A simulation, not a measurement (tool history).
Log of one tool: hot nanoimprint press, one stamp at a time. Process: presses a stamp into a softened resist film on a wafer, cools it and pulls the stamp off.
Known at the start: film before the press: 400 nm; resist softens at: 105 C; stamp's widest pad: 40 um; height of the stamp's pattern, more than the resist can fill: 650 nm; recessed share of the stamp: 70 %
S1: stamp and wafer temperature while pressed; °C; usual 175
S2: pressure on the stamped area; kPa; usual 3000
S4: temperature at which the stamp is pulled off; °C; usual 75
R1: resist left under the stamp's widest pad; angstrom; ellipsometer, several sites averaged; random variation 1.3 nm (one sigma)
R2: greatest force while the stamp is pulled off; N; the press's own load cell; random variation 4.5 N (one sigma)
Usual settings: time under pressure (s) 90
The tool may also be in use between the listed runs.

{"run": 1, "day": 0.0, "S1": 175, "S2": 3000, "time under pressure (s)": 90, "S4": 75, "R1": 1992, "R2": 269}
{"run": 2, "day": 0.162, "S1": 175, "S2": 3000, "time under pressure (s)": 90, "S4": 75, "R1": 2020, "R2": 277}
{"run": 3, "day": 0.446, "S1": 175, "S2": 3000, "time under pressure (s)": 96, "S4": 75, "R1": 1959, "R2": 276}
{"run": 4, "day": 0.733, "S1": 175, "S2": 3000, "time under pressure (s)": 90, "S4": 75, "R1": 2027, "R2": 275}
{"run": 5, "day": 0.917, "S1": 175, "S2": 4790, "time under pressure (s)": 90, "S4": 75, "R1": 1647, "R2": 285}
{"run": 6, "day": 1.167, "S1": 175, "S2": 4790, "time under pressure (s)": 90, "S4": 75, "R1": 1657, "R2": 283}
{"run": 7, "day": 1.325, "S1": 175, "S2": 4790, "time under pressure (s)": 90, "S4": 75, "R1": 1669, "R2": 290}
{"run": 8, "day": 1.688, "S1": 175, "S2": 4790, "time under pressure (s)": 59, "S4": 75, "R1": 1934, "R2": 283}
{"run": 9, "day": 1.925, "S1": 175, "S2": 4790, "time under pressure (s)": 156, "S4": 75, "R1": 1297, "R2": 282}
{"run": 10, "day": 2.146, "S1": 175, "S2": 3000, "time under pressure (s)": 90, "S4": 74, "R1": 2022, "R2": 295}
{"run": 11, "day": 2.446, "S1": 175, "S2": 3000, "time under pressure (s)": 90, "S4": 74, "R1": 2002, "R2": 308}
{"run": 12, "day": 2.729, "S1": 163, "S2": 2220, "time under pressure (s)": 90, "S4": 74, "R1": 3428, "R2": 303}
{"run": 13, "day": 3.025, "S1": 175, "S2": 3000, "time under pressure (s)": 60, "S4": 81, "R1": 2327, "R2": 247}
{"run": 14, "day": 3.346, "S1": 186, "S2": 3000, "time under pressure (s)": 60, "S4": 66, "R1": 1394, "R2": 356}
{"run": 15, "day": 3.717, "S1": 177, "S2": 2830, "time under pressure (s)": 122, "S4": 66, "R1": 1666, "R2": 353}
{"run": 16, "day": 4.058, "S1": 167, "S2": 2310, "time under pressure (s)": 122, "S4": 66, "R1": 2843, "R2": 375}
{"run": 17, "day": 4.346, "S1": 167, "S2": 2310, "time under pressure (s)": 122, "S4": 66, "R1": 2838, "R2": 364}
{"run": 18, "day": 4.533, "S1": 180, "S2": 3000, "time under pressure (s)": 69, "S4": 67, "R1": 1737, "R2": 370}
{"run": 19, "day": 4.717, "S1": 181, "S2": 3000, "time under pressure (s)": 90, "S4": 75, "R1": 1515, "R2": 316}
{"run": 20, "day": 5.012, "S1": 175, "S2": 4210, "time under pressure (s)": 90, "S4": 75, "R1": 1746, "R2": 314}

Forecast each of these 4 alternatives for the next run:
{"run": "A", "day": 5.371, "S1": 173, "S2": 3000, "time under pressure (s)": 90, "S4": 75, "R1": "?", "R2": "?"}
{"run": "B", "day": 5.371, "S1": 175, "S2": 2570, "time under pressure (s)": 90, "S4": 77, "R1": "?", "R2": "?"}
{"run": "C", "day": 5.371, "S1": 175, "S2": 4210, "time under pressure (s)": 116, "S4": 75, "R1": "?", "R2": "?"}
{"run": "D", "day": 5.371, "S1": 175, "S2": 4580, "time under pressure (s)": 58, "S4": 75, "R1": "?", "R2": "?"}

run=A R1=2224 R2=316
run=B R1=2158 R2=302
run=C R1=1590 R2=318
run=D R1=2008 R2=319
Without the tool's hidden state the same runs would have given:
run=A R1=2146 R2=216
run=B R1=2083 R2=207
run=C R1=1522 R2=218
run=D R1=1931 R2=219
